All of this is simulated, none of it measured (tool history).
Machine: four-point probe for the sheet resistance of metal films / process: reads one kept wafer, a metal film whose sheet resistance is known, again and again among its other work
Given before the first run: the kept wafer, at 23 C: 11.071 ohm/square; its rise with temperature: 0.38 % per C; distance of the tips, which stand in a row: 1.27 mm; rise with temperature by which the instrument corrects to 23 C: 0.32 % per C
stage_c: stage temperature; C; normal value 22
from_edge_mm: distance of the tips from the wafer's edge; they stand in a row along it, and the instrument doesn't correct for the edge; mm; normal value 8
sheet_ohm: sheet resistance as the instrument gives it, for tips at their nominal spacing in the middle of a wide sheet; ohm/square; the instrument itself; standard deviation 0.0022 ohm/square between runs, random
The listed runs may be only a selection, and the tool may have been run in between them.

| run | hour | stage_c | from_edge_mm | sheet_ohm |
|---|---|---|---|---|
| 1 | 0.0 | 22 | 8 | 11.166368 |
| 2 | 77.9 | 22 | 8 | 11.163564 |
| 3 | 152.0 | 22 | 8 | 11.160327 |
|  | 216.4 | stage's thermometer calibrated |
| 4 | 272.5 | 22 | 8 | 11.153804 |
| 5 | 367.9 | 22 | 8 | 11.152091 |
| 6 | 497.6 | 27 | 20 | 11.060910 |
|  | 510.7 | stage's thermometer calibrated, once more |
| 7 | 567.8 | 24 | 18 | 11.067035 |
| 8 | 629.9 | 24 | 18 | 11.061209 |
| 9 | 760.2 | 24 | 18 | 11.060141 |
| 10 | 819.9 | 22 | 5 | 11.382677 |

Alternative continuations, all from the tool just after run 10; predict every row:
| A | 895.7 | 20 | 70 | ? |
| B | 895.7 | 22 | 10 | ? |
| C | 895.7 | 21 | 35 | ? |
| D | 895.7 | 34 | 25 | ? |
| E | 895.7 | 19 | 52 | ? |

| run | sheet_ohm |
|---|---|
| A | 11.001695 |
| B | 11.107365 |
| C | 11.012793 |
| D | 11.115028 |
| E | 10.997147 |
Take away the tool's hidden state, keep each run's random variation, and the runs would have read:
| run | sheet_ohm |
|---|---|
| A | 11.051959 |
| B | 11.158086 |
| C | 11.063110 |
| D | 11.165854 |
| E | 11.047386 |
